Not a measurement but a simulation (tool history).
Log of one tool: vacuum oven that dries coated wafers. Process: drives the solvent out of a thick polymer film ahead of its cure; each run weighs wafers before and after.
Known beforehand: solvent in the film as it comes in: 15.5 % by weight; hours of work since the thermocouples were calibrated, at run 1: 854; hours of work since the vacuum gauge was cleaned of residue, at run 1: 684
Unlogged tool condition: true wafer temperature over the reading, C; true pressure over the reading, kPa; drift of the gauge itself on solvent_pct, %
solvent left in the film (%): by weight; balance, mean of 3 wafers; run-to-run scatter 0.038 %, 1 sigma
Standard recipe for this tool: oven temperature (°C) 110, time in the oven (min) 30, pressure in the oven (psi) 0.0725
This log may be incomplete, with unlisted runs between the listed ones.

run,day,oven temperature (°C),time in the oven (min),pressure in the oven (psi),hours of work since the thermocouples were calibrated,hours of work since the vacuum gauge was cleaned of residue,solvent left in the film (%)
1,0.000,110,30,0.0725,854,684,0.79
2,1.196,110,30,0.0725,870,700,0.90
3,2.508,110,30,0.0725,888,717,0.88
4,3.188,110,30,0.0725,897,726,0.85
# day 3.746: oven's thermocouples calibrated
5,4.483,110,30,0.0725,10,742,0.72
6,5.062,110,30,0.0725,17,750,0.65
7,5.717,110,30,0.0725,26,759,0.75
8,6.825,110,30,0.0725,41,773,0.74
9,7.675,110,16,0.0725,52,784,2.43
10,8.921,110,16,0.0725,69,801,2.40
11,10.008,110,16,0.0725,83,815,2.43
12,10.650,110,16,0.0725,92,824,2.51
13,11.842,109,47,0.0725,108,840,0.42
14,12.754,125,33,0.0764,120,852,0.17
15,13.612,97,20,0.0764,131,863,4.10
16,14.604,121,30,0.1217,144,876,0.38
17,15.942,118,20,0.0487,162,894,0.79
18,16.483,110,39,0.0725,169,901,0.44
19,17.704,110,39,0.0725,185,918,0.44
20,18.900,102,30,0.0946,201,934,1.82
21,19.488,102,23,0.0686,209,941,2.59
22,20.546,102,23,0.0686,223,955,2.53

Take each entry between the runs: how does the hidden state at the last listed run before it differ from the hidden state at the first listed run after it?
Between runs 4 and 5: oven's thermocouples calibrated (day 3.746)
  true wafer temperature over the reading, C: -1.75 -> -0.37; true pressure over the reading, kPa: 0.303 -> 0.309
  measured minus no-state result, solvent left in the film (%): +0.24 -> +0.14

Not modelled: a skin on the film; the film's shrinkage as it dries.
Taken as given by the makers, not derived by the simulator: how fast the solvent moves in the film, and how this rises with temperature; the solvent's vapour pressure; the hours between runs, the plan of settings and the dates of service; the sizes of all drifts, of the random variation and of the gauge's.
